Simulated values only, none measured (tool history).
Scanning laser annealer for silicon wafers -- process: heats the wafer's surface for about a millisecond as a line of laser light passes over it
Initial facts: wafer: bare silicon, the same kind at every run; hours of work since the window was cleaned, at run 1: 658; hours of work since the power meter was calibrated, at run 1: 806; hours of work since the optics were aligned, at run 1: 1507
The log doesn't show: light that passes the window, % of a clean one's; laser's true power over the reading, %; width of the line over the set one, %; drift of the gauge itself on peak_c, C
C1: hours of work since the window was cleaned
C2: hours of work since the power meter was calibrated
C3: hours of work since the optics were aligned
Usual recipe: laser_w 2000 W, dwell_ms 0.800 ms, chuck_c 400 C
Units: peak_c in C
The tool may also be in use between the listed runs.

{"run": 1, "hour": 0.0, "laser_w": 2000, "dwell_ms": 0.8, "chuck_c": 400, "C1": 658, "C2": 806, "C3": 1507, "peak_c": 1115}
{"run": 2, "hour": 48.0, "laser_w": 1926, "dwell_ms": 0.8, "chuck_c": 400, "C1": 680, "C2": 828, "C3": 1529, "peak_c": 1089}
{"run": 3, "hour": 105.9, "laser_w": 1926, "dwell_ms": 0.8, "chuck_c": 400, "C1": 707, "C2": 855, "C3": 1556, "peak_c": 1087}
{"run": 4, "hour": 145.2, "laser_w": 2000, "dwell_ms": 0.644, "chuck_c": 400, "C1": 725, "C2": 873, "C3": 1574, "peak_c": 1033}
{"run": 5, "hour": 182.8, "laser_w": 2000, "dwell_ms": 0.644, "chuck_c": 400, "C1": 742, "C2": 890, "C3": 1591, "peak_c": 1032}
{"run": 6, "hour": 246.0, "laser_w": 1942, "dwell_ms": 0.8, "chuck_c": 400, "C1": 772, "C2": 920, "C3": 1621, "peak_c": 1089}
{"run": 7, "hour": 304.6, "laser_w": 1942, "dwell_ms": 0.8, "chuck_c": 400, "C1": 799, "C2": 947, "C3": 1648, "peak_c": 1090}
{"run": 8, "hour": 367.2, "laser_w": 1942, "dwell_ms": 0.8, "chuck_c": 400, "C1": 828, "C2": 976, "C3": 1677, "peak_c": 1086}
{"run": 9, "hour": 425.9, "laser_w": 2000, "dwell_ms": 0.8, "chuck_c": 400, "C1": 855, "C2": 1003, "C3": 1704, "peak_c": 1109}
{"hour": 433.6, "done": "laser's power meter calibrated"}
{"run": 10, "hour": 471.7, "laser_w": 2000, "dwell_ms": 0.8, "chuck_c": 400, "C1": 875, "C2": 18, "C3": 1723, "peak_c": 1108}
{"run": 11, "hour": 522.4, "laser_w": 2000, "dwell_ms": 0.8, "chuck_c": 400, "C1": 898, "C2": 41, "C3": 1747, "peak_c": 1110}
{"run": 12, "hour": 569.3, "laser_w": 2152, "dwell_ms": 0.965, "chuck_c": 402, "C1": 920, "C2": 63, "C3": 1769, "peak_c": 1248}
{"hour": 585.7, "done": "window over the wafer cleaned"}
{"run": 13, "hour": 632.4, "laser_w": 1874, "dwell_ms": 0.809, "chuck_c": 402, "C1": 22, "C2": 91, "C3": 1797, "peak_c": 1096}
{"run": 14, "hour": 677.0, "laser_w": 2000, "dwell_ms": 0.898, "chuck_c": 400, "C1": 42, "C2": 112, "C3": 1817, "peak_c": 1190}
{"run": 15, "hour": 708.5, "laser_w": 2027, "dwell_ms": 0.639, "chuck_c": 400, "C1": 57, "C2": 126, "C3": 1832, "peak_c": 1062}
{"run": 16, "hour": 752.8, "laser_w": 2078, "dwell_ms": 0.639, "chuck_c": 400, "C1": 77, "C2": 147, "C3": 1852, "peak_c": 1081}
{"hour": 805.8, "done": "laser's power meter calibrated, once more"}
{"run": 17, "hour": 805.8, "laser_w": 2000, "dwell_ms": 0.615, "chuck_c": 419, "C1": 100, "C2": 0, "C3": 1876, "peak_c": 1052}
{"hour": 853.3, "done": "optics aligned, line set to its width"}
{"run": 18, "hour": 863.2, "laser_w": 2000, "dwell_ms": 0.615, "chuck_c": 419, "C1": 125, "C2": 24, "C3": 5, "peak_c": 1069}
{"run": 19, "hour": 906.0, "laser_w": 1991, "dwell_ms": 0.615, "chuck_c": 400, "C1": 144, "C2": 44, "C3": 24, "peak_c": 1042}
{"run": 20, "hour": 932.0, "laser_w": 1832, "dwell_ms": 0.749, "chuck_c": 400, "C1": 156, "C2": 56, "C3": 36, "peak_c": 1056}
{"run": 21, "hour": 973.4, "laser_w": 1832, "dwell_ms": 0.749, "chuck_c": 422, "C1": 175, "C2": 75, "C3": 56, "peak_c": 1081}

The logged runs with the hidden state left out (each run's random variation unchanged):
run=1 peak_c=1154
run=2 peak_c=1127
run=3 peak_c=1127
run=4 peak_c=1070
run=5 peak_c=1069
run=6 peak_c=1132
run=7 peak_c=1134
run=8 peak_c=1131
run=9 peak_c=1156
run=10 peak_c=1155
run=11 peak_c=1158
run=12 peak_c=1307
run=13 peak_c=1109
run=14 peak_c=1206
run=15 peak_c=1077
run=16 peak_c=1097
run=17 peak_c=1072
run=18 peak_c=1075
run=19 peak_c=1048
run=20 peak_c=1063
run=21 peak_c=1089
